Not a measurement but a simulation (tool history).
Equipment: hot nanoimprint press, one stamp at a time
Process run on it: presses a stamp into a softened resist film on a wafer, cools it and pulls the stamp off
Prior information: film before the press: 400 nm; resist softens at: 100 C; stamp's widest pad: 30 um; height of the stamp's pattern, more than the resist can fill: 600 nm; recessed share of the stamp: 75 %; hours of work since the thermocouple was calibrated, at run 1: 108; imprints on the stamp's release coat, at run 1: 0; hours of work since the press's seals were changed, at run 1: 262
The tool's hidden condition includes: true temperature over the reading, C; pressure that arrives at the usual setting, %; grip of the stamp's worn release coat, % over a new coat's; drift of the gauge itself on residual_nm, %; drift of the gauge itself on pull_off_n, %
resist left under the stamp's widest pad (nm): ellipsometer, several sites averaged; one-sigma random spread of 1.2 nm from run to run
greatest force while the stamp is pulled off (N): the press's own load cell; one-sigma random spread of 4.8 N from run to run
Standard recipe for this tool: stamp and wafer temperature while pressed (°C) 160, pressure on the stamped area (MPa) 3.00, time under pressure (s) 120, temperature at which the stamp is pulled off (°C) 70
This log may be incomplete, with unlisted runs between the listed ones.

| run | hour | stamp and wafer temperature while pressed (°C) | pressure on the stamped area (MPa) | time under pressure (s) | temperature at which the stamp is pulled off (°C) | hours of work since the thermocouple was calibrated | imprints on the stamp's release coat | hours of work since the press's seals were changed | resist left under the stamp's widest pad (nm) | greatest force while the stamp is pulled off (N) |
|---|---|---|---|---|---|---|---|---|---|---|
| 1 | 0.0 | 160 | 3.00 | 120 | 70 | 108 | 0 | 262 | 184.1 | 237 |
| 2 | 81.7 | 160 | 3.00 | 141 | 70 | 155 | 260 | 308 | 178.9 | 262 |
| 3 | 140.0 | 160 | 1.95 | 120 | 70 | 189 | 445 | 342 | 230.5 | 280 |
| 4 | 187.4 | 160 | 2.15 | 120 | 70 | 216 | 596 | 369 | 222.5 | 291 |
| 5 | 223.3 | 160 | 3.00 | 209 | 70 | 236 | 710 | 390 | 159.9 | 297 |
| 6 | 289.4 | 160 | 3.00 | 209 | 70 | 274 | 921 | 428 | 159.0 | 334 |
| 7 | 361.4 | 160 | 2.52 | 120 | 70 | 315 | 1150 | 469 | 213.8 | 340 |
| 8 | 412.8 | 160 | 2.52 | 120 | 70 | 345 | 1313 | 498 | 213.8 | 355 |
| 9 | 451.3 | 160 | 3.00 | 145 | 70 | 367 | 1436 | 520 | 184.9 | 380 |
| 10 | 487.5 | 167 | 3.00 | 120 | 70 | 388 | 1551 | 541 | 132.2 | 380 |
|  | 494.6 | plate thermocouple calibrated |
| 11 | 528.9 | 167 | 2.09 | 120 | 70 | 20 | 1673 | 563 | 163.8 | 413 |
| 12 | 600.8 | 167 | 4.76 | 120 | 70 | 61 | 1902 | 604 | 105.9 | 423 |
| 13 | 653.8 | 167 | 4.76 | 120 | 77 | 91 | 2070 | 635 | 108.1 | 428 |
|  | 696.7 | stamp cleaned and given a new release coat |
| 14 | 698.9 | 167 | 4.76 | 120 | 77 | 114 | 7 | 657 | 108.3 | 225 |
| 15 | 760.7 | 160 | 3.00 | 120 | 63 | 149 | 203 | 693 | 207.3 | 277 |
| 16 | 820.4 | 160 | 3.00 | 88 | 73 | 183 | 393 | 727 | 229.0 | 269 |
|  | 867.3 | plate thermocouple calibrated, once more |
| 17 | 875.3 | 160 | 3.00 | 121 | 77 | 5 | 558 | 757 | 190.9 | 259 |
| 18 | 961.7 | 152 | 3.00 | 120 | 70 | 54 | 833 | 806 | 294.5 | 302 |

Expected results for the next run?
| 19 | 1017.0 | 152 | 1.83 | 65 | 77 | 86 | 1009 | 838 | ? | ? |

resist left under the stamp's widest pad (nm): 355.6
greatest force while the stamp is pulled off (N): 319
Minus the tool's unlogged condition, the same run would have read resist left under the stamp's widest pad (nm) 350.6, greatest force while the stamp is pulled off (N) 227.
